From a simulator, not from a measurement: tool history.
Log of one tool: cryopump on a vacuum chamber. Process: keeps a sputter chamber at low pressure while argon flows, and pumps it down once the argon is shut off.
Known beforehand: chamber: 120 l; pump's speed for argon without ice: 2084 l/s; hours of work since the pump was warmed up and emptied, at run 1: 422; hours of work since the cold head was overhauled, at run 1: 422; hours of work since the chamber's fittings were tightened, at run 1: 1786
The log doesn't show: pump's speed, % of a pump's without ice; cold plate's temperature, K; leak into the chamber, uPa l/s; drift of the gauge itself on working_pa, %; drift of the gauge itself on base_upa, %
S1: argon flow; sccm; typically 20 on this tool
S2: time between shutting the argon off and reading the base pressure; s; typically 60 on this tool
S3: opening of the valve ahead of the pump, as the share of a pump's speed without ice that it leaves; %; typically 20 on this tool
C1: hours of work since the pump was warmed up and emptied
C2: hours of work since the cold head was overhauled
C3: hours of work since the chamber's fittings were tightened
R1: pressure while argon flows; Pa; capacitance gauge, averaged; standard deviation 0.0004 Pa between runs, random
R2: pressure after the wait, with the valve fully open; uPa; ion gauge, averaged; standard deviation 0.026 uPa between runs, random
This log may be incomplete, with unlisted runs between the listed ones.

run 1 day=0 | S1=20 S2=60 S3=20 | C1=422 C2=422 C3=1786 | R1=0.0845 R2=1.95
run 2 day=0.583 | S1=20 S2=60 S3=20 | C1=432 C2=432 C3=1795 | R1=0.0832 R2=1.84
run 3 day=1.762 | S1=20 S2=60 S3=20 | C1=450 C2=450 C3=1813 | R1=0.0838 R2=1.93
run 4 day=2.692 | S1=20 S2=60 S3=20 | C1=464 C2=464 C3=1828 | R1=0.0845 R2=1.86
run 5 day=3.362 | S1=20 S2=60 S3=27 | C1=475 C2=475 C3=1838 | R1=0.063 R2=1.94
run 6 day=4.154 | S1=20 S2=60 S3=27 | C1=487 C2=487 C3=1851 | R1=0.063 R2=1.92
run 7 day=4.862 | S1=20 S2=60 S3=27 | C1=498 C2=498 C3=1862 | R1=0.0632 R2=1.96
run 8 day=5.646 | S1=20 S2=60 S3=27 | C1=510 C2=510 C3=1874 | R1=0.0639 R2=2
run 9 day=6.625 | S1=20 S2=60 S3=27 | C1=526 C2=526 C3=1889 | R1=0.063 R2=1.98
run 10 day=7.738 | S1=20 S2=60 S3=27 | C1=543 C2=543 C3=1906 | R1=0.0637 R2=2.01
run 11 day=8.308 | S1=20 S2=93 S3=20 | C1=552 C2=552 C3=1915 | R1=0.0848 R2=1.74
run 12 day=9.512 | S1=15 S2=178 S3=46 | C1=571 C2=571 C3=1934 | R1=0.0291 R2=1.38
run 13 day=10.529 | S1=15 S2=178 S3=46 | C1=586 C2=586 C3=1950 | R1=0.0286 R2=1.4
run 14 day=11.354 | S1=34 S2=112 S3=21 | C1=599 C2=599 C3=1963 | R1=0.1375 R2=1.61
run 15 day=12.646 | S1=34 S2=112 S3=21 | C1=619 C2=619 C3=1983 | R1=0.1372 R2=1.64

Run 16 has not been measured yet. What should we expect?
run 16 day=13.867 | S1=19 S2=130 S3=31 | C1=638 C2=638 C3=2002 | R1=? R2=?

R1: 0.0539 Pa
R2: 1.57 uPa
Take away the tool's hidden state, keep the run-to-run variation as it was, and the same run would have given R1 0.05 Pa, R2 0.55 uPa.
